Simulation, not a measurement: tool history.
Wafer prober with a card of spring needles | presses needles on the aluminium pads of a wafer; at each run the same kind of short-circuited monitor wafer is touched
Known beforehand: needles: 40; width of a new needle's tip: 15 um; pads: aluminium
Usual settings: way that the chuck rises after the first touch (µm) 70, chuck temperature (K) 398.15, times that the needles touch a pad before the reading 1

run,hour,way that the chuck rises after the first touch (µm),chuck temperature (K),times that the needles touch a pad before the reading,resistance of one needle with its contact and lead (mohm),way that a needle slides on the pad (µm)
1,0.0,70,398.15,1,306,15.999
# hour 4.5: tips cleaned on abrasive film
2,16.1,70,398.15,1,321,15.973
# hour 19.4: tips cleaned on abrasive film
# hour 25.8: height of the first contact set anew
# hour 34.4: tips cleaned on abrasive film
3,36.6,70,329.15,1,222,16.073
# hour 49.0: tips cleaned on abrasive film
4,52.8,70,398.15,1,246,16.062
# hour 65.0: tips cleaned on abrasive film
5,69.3,70,398.15,1,251,16.063
# hour 80.1: tips cleaned on abrasive film
6,89.9,70,398.15,1,292,16.042
# hour 95.7: tips cleaned on abrasive film
# hour 111.1: tips cleaned on abrasive film
7,111.1,70,398.15,1,203,16.014
# hour 126.0: tips cleaned on abrasive film
8,133.3,70,398.15,1,277,16.016
# hour 141.2: tips cleaned on abrasive film
9,154.8,70,316.15,1,322,15.988
# hour 157.0: tips cleaned on abrasive film
# hour 164.7: height of the first contact set anew
# hour 173.1: tips cleaned on abrasive film
10,173.8,70,316.15,1,193,16.067
# hour 187.9: tips cleaned on abrasive film
11,193.3,70,316.15,1,264,16.059
# hour 202.5: tips cleaned on abrasive film
12,206.1,70,301.15,1,240,16.043
# hour 216.8: tips cleaned on abrasive film
13,229.0,70,398.15,3,234,16.034
# hour 232.8: tips cleaned on abrasive film
# hour 247.4: tips cleaned on abrasive film
14,253.0,70,398.15,1,267,16.019
# hour 262.8: tips cleaned on abrasive film
15,270.3,70,398.15,1,292,16.006
# hour 277.4: tips cleaned on abrasive film
16,284.7,70,398.15,1,298,15.990
# hour 292.7: tips cleaned on abrasive film
# hour 303.8: height of the first contact set anew
17,306.9,61,398.15,2,297,14.027
# hour 308.8: tips cleaned on abrasive film
# hour 324.1: tips cleaned on abrasive film
18,329.3,70,313.15,2,228,16.060
# hour 338.7: tips cleaned on abrasive film
19,340.5,70,313.15,2,198,16.050
# hour 353.9: tips cleaned on abrasive film
20,362.0,82,299.15,1,264,18.802
# hour 368.2: tips cleaned on abrasive film
21,374.0,54,354.15,3,239,12.355
# hour 383.4: tips cleaned on abrasive film
22,389.1,55,346.15,1,331,12.571
# hour 399.1: tips cleaned on abrasive film
23,411.7,50,319.15,3,284,11.409
# hour 413.4: tips cleaned on abrasive film
24,427.0,64,319.15,1,361,14.609
# hour 428.5: tips cleaned on abrasive film
25,441.7,64,319.15,1,357,14.602
# hour 443.2: tips cleaned on abrasive film
# hour 443.5: height of the first contact set anew
# hour 457.9: tips cleaned on abrasive film
26,457.9,70,397.15,1,202,16.074
27,470.5,70,395.15,2,272,16.085
# hour 472.7: tips cleaned on abrasive film
# hour 488.2: tips cleaned on abrasive film
28,494.1,70,395.15,2,246,16.049
# hour 502.5: tips cleaned on abrasive film
29,512.2,63,300.15,2,268,14.429

For some of the steps in resistance of one needle with its contact and lead (mohm) from one run to the next: how much would appear even if the tool had no hidden state, given the settings, what came in and random variation, and how much remains for the hidden state plus any gauge scatter that the measured result and the result without hidden state don't share?
Hidden state present: debris on the tips, nm; way that the needles fall short of the set height, um; tips' diameter, um; drift of the gauge itself on contact_mohm, %; drift of the gauge itself on scrub_um, %.
Run 9 -> 10: tips cleaned on abrasive film, height of the first contact set anew, tips cleaned on abrasive film. resistance of one needle with its contact and lead (mohm) -129: hidden state -126, all else -3.
Run 25 -> 26: way that the chuck rises after the first touch (µm) 64 -> 70, chuck temperature (K) 319.15 -> 397.15, tips cleaned on abrasive film, height of the first contact set anew, tips cleaned on abrasive film. resistance of one needle with its contact and lead (mohm) -155: hidden state -168, all else +13.

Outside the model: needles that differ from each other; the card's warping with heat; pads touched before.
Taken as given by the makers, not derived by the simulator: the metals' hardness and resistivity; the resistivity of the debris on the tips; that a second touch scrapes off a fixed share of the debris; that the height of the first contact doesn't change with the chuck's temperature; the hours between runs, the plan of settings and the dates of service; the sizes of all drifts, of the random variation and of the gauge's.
